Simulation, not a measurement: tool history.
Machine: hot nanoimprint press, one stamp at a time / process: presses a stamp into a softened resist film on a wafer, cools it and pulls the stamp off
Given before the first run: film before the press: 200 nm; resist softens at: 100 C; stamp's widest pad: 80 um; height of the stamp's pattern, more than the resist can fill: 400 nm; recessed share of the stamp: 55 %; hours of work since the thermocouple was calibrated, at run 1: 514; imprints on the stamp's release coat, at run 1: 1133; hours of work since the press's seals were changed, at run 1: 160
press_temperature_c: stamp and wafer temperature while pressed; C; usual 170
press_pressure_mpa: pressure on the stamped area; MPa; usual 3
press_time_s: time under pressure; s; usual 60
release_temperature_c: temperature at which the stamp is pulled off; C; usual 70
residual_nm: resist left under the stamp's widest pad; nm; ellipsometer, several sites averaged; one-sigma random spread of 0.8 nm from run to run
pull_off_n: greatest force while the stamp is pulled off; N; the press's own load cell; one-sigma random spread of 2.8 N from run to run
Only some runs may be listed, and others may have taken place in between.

run,hour,press_temperature_c,press_pressure_mpa,press_time_s,release_temperature_c,hours of work since the thermocouple was calibrated,imprints on the stamp's release coat,hours of work since the press's seals were changed,residual_nm,pull_off_n
1,0,170,3,60,70,514,1133,160,103.1,137
# hour 23.3: stamp cleaned and given a new release coat
2,55.8,170,3,60,70,536,103,182,104,129
3,82.1,170,3.04,60,70,548,186,194,103.9,136
4,126.5,170,3,60,73,568,326,214,103.4,122
5,168.8,170,3,60,73,586,460,233,102.7,117
# hour 179.1: plate thermocouple calibrated
6,199.3,181,3,60,73,9,547,245,71.5,121
7,245,181,3,60,73,29,691,266,72.2,120
8,308.4,181,3,60,73,58,891,294,70.3,120
9,361.2,181,3,60,73,81,1058,317,71.7,123
# hour 409.8: stamp cleaned and given a new release coat
10,427.6,181,3,60,73,108,56,344,71.7,128
11,484.2,181,3,60,73,134,235,370,70.8,124
12,519,181,3,60,73,149,344,385,71.8,119
13,572.3,181,3,60,73,173,513,409,71.2,124
14,609.6,165,1.87,60,76,190,630,426,144.1,112
15,645.7,168,3,60,70,206,744,442,111.1,132
16,686.6,174,3,38,70,224,874,460,105.8,132
17,717.3,174,3,38,70,238,970,474,105.9,136
18,767,174,3,38,70,260,1127,496,106.1,138
# hour 792.1: stamp cleaned and given a new release coat
19,831,174,3,38,70,286,122,522,106,133
20,857.3,174,3.87,92,59,297,205,534,68.3,175
21,904.5,173,3,60,70,319,355,555,91.8,134
22,958.8,173,3,60,70,343,526,579,93.7,137
23,988.1,168,3.48,108,57,356,618,592,85,177

Predict each of these 5 candidate next runs independently; none follows another, all start after run 23:
A,1039.5,170,3,93,70,379,781,615,?,?
B,1039.5,170,2.35,60,57,379,781,615,?,?
C,1039.5,168,1.84,100,57,379,781,615,?,?
D,1039.5,174,3.48,108,57,379,781,615,?,?
E,1039.5,168,3.48,108,64,379,781,615,?,?

run,residual_nm,pull_off_n
A,89.7,138
B,113.6,184
C,115.6,183
D,67.1,189
E,84.7,161
Stripped of hidden state, with their random variation kept, the same runs would have yielded:
run,residual_nm,pull_off_n
A,89.3,136
B,113.2,183
C,115.3,181
D,66.8,188
E,84.3,160
